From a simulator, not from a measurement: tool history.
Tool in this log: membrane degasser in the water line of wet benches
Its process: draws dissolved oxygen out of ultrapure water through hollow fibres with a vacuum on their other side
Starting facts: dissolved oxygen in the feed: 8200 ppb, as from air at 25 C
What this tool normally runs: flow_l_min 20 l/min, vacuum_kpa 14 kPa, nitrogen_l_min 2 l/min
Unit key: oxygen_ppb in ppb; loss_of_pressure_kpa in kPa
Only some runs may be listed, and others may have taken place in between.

run	hour	flow_l_min	vacuum_kpa	nitrogen_l_min	oxygen_ppb	loss_of_pressure_kpa
1	0	20	14	2	250.9	47.73
2	140.6	20	14	2.71	191.3	47.83
3	358.8	20	14	2.71	189.7	47.28
4	573.2	20	12.6	2	220.4	47.76
5	692.2	20	14	2	252.6	47.49
6	863.1	30	14	2	379.6	70.96
7	1049.5	30	14	2.92	281.7	71.29
8	1251.4	30	14	2.92	278.8	71.32
9	1451.2	30	14	2.92	279.4	70.93
10	1646.7	31	8.8	2.8	170.3	72.96
11	1808.5	31	8.8	2.8	171.4	73.38
12	1993.2	20	10.1	2	163	47.6
13	2170.9	30	14	3.42	244.9	70.43
14	2283.4	30	19	4.66	265.2	70.53
15	2408.6	30	19	4.66	264.6	70.5
16	2626.1	30	19	4.66	262.8	70.91

Pick out some run-to-run changes in loss_of_pressure_kpa. Of each, how much would a tool without hidden state show as well, from the settings, what came in and chance, and how much is left for the hidden state and any gauge scatter not in both results compared?
The hidden state here: membrane still open, %; true pressure behind the membrane over the reading, kPa; air that leaks in behind the membrane, l/min; drift of the gauge itself on oxygen_ppb, %; drift of the gauge itself on loss_of_pressure_kpa, %.
Run 11 -> 12: flow_l_min 31 -> 20, vacuum_kpa 8.8 -> 10.1, nitrogen_l_min 2.8 -> 2. loss_of_pressure_kpa -25.78 kPa: hidden state +0.31, all else -26.09.
Run 12 -> 13: flow_l_min 20 -> 30, vacuum_kpa 10.1 -> 14, nitrogen_l_min 2 -> 3.42. loss_of_pressure_kpa +22.83 kPa: hidden state -0.5, all else +23.33.

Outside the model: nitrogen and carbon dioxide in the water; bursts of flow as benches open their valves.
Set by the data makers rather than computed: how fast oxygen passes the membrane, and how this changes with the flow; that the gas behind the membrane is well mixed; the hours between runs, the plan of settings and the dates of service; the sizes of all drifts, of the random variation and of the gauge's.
